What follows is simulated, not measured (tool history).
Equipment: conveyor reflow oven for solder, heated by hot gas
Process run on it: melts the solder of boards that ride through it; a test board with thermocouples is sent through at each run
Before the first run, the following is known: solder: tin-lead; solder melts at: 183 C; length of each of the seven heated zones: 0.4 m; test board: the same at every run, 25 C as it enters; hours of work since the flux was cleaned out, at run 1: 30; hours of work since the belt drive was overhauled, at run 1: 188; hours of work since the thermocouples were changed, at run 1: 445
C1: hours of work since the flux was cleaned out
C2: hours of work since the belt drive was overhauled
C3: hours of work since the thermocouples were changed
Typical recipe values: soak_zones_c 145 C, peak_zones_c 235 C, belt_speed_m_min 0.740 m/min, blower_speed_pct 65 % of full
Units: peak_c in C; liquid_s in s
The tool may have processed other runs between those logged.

run 1 day=0.000 | soak_zones_c=145 peak_zones_c=235 belt_speed_m_min=0.740 blower_speed_pct=65 | C1=30 C2=188 C3=445 | peak_c=218.0 liquid_s=51.36
run 2 day=0.392 | soak_zones_c=145 peak_zones_c=235 belt_speed_m_min=0.740 blower_speed_pct=75 | C1=36 C2=194 C3=451 | peak_c=219.2 liquid_s=52.54
run 3 day=0.696 | soak_zones_c=145 peak_zones_c=235 belt_speed_m_min=0.740 blower_speed_pct=65 | C1=40 C2=198 C3=455 | peak_c=217.8 liquid_s=51.32
run 4 day=1.021 | soak_zones_c=145 peak_zones_c=235 belt_speed_m_min=0.740 blower_speed_pct=68 | C1=45 C2=203 C3=460 | peak_c=218.0 liquid_s=51.75
run 5 day=1.379 | soak_zones_c=145 peak_zones_c=235 belt_speed_m_min=0.817 blower_speed_pct=65 | C1=50 C2=208 C3=465 | peak_c=214.8 liquid_s=44.08
run 6 day=1.725 | soak_zones_c=145 peak_zones_c=224 belt_speed_m_min=0.817 blower_speed_pct=65 | C1=55 C2=213 C3=470 | peak_c=205.3 liquid_s=37.10
run 7 day=1.942 | soak_zones_c=145 peak_zones_c=235 belt_speed_m_min=0.740 blower_speed_pct=65 | C1=58 C2=216 C3=473 | peak_c=217.8 liquid_s=51.40
run 8 day=2.254 | soak_zones_c=141 peak_zones_c=235 belt_speed_m_min=0.740 blower_speed_pct=65 | C1=63 C2=221 C3=478 | peak_c=217.1 liquid_s=49.52
run 9 day=2.692 | soak_zones_c=141 peak_zones_c=235 belt_speed_m_min=0.740 blower_speed_pct=65 | C1=69 C2=227 C3=484 | peak_c=216.9 liquid_s=49.52
run 10 day=3.150 | soak_zones_c=141 peak_zones_c=235 belt_speed_m_min=0.740 blower_speed_pct=65 | C1=76 C2=234 C3=491 | peak_c=216.9 liquid_s=49.43
run 11 day=3.362 | soak_zones_c=141 peak_zones_c=235 belt_speed_m_min=0.740 blower_speed_pct=65 | C1=79 C2=237 C3=494 | peak_c=217.1 liquid_s=49.51
run 12 day=3.642 | soak_zones_c=141 peak_zones_c=235 belt_speed_m_min=0.740 blower_speed_pct=65 | C1=83 C2=241 C3=498 | peak_c=216.9 liquid_s=49.50
run 13 day=4.062 | soak_zones_c=145 peak_zones_c=235 belt_speed_m_min=0.740 blower_speed_pct=79 | C1=89 C2=247 C3=504 | peak_c=219.5 liquid_s=52.86
run 14 day=4.500 | soak_zones_c=130 peak_zones_c=226 belt_speed_m_min=0.740 blower_speed_pct=80 | C1=95 C2=253 C3=510 | peak_c=209.1 liquid_s=40.98
run 15 day=4.742 | soak_zones_c=133 peak_zones_c=224 belt_speed_m_min=0.740 blower_speed_pct=65 | C1=99 C2=256 C3=514 | peak_c=205.8 liquid_s=38.30
run 16 day=5.179 | soak_zones_c=130 peak_zones_c=225 belt_speed_m_min=0.605 blower_speed_pct=89 | C1=105 C2=263 C3=520 | peak_c=214.6 liquid_s=57.44
run 17 day=5.371 | soak_zones_c=130 peak_zones_c=231 belt_speed_m_min=0.797 blower_speed_pct=89 | C1=108 C2=266 C3=523 | peak_c=212.2 liquid_s=39.98
run 18 day=5.633 | soak_zones_c=130 peak_zones_c=231 belt_speed_m_min=0.797 blower_speed_pct=89 | C1=112 C2=269 C3=527 | peak_c=211.9 liquid_s=39.97
run 19 day=5.962 | soak_zones_c=130 peak_zones_c=231 belt_speed_m_min=0.797 blower_speed_pct=89 | C1=117 C2=274 C3=531 | peak_c=212.1 liquid_s=39.91
run 20 day=6.238 | soak_zones_c=130 peak_zones_c=231 belt_speed_m_min=0.835 blower_speed_pct=89 | C1=121 C2=278 C3=535 | peak_c=210.6 liquid_s=36.73
run 21 day=6.579 | soak_zones_c=157 peak_zones_c=231 belt_speed_m_min=0.692 blower_speed_pct=89 | C1=126 C2=283 C3=540 | peak_c=220.2 liquid_s=62.09
run 22 day=6.858 | soak_zones_c=145 peak_zones_c=234 belt_speed_m_min=0.601 blower_speed_pct=65 | C1=130 C2=287 C3=544 | peak_c=222.1 liquid_s=67.75
run 23 day=7.175 | soak_zones_c=145 peak_zones_c=234 belt_speed_m_min=0.601 blower_speed_pct=65 | C1=134 C2=292 C3=549 | peak_c=222.2 liquid_s=67.71

The logged runs with the hidden state left out (each run's random variation unchanged):
Hidden conditions of the tool in this case: heat that the gas passes to the board, % of a clean oven's; belt's true speed, % of the reading; true gas temperature in zones 6 and 7 over the reading, C; drift of the gauge itself on peak_c, C; drift of the gauge itself on liquid_s, %.
run=1 peak_c=219.0 liquid_s=51.71
run=2 peak_c=220.3 liquid_s=52.88
run=3 peak_c=218.8 liquid_s=51.70
run=4 peak_c=219.1 liquid_s=52.12
run=5 peak_c=215.9 liquid_s=44.54
run=6 peak_c=206.4 liquid_s=37.86
run=7 peak_c=218.9 liquid_s=51.82
run=8 peak_c=218.2 liquid_s=50.00
run=9 peak_c=218.1 liquid_s=50.02
run=10 peak_c=218.1 liquid_s=49.94
run=11 peak_c=218.3 liquid_s=50.03
run=12 peak_c=218.1 liquid_s=50.04
run=13 peak_c=220.8 liquid_s=53.31
run=14 peak_c=210.6 liquid_s=41.91
run=15 peak_c=207.2 liquid_s=39.34
run=16 peak_c=216.0 liquid_s=58.23
run=17 peak_c=213.8 liquid_s=40.83
run=18 peak_c=213.5 liquid_s=40.84
run=19 peak_c=213.7 liquid_s=40.80
run=20 peak_c=212.3 liquid_s=37.68
run=21 peak_c=221.6 liquid_s=62.38
run=22 peak_c=223.6 liquid_s=68.13
run=23 peak_c=223.7 liquid_s=68.10
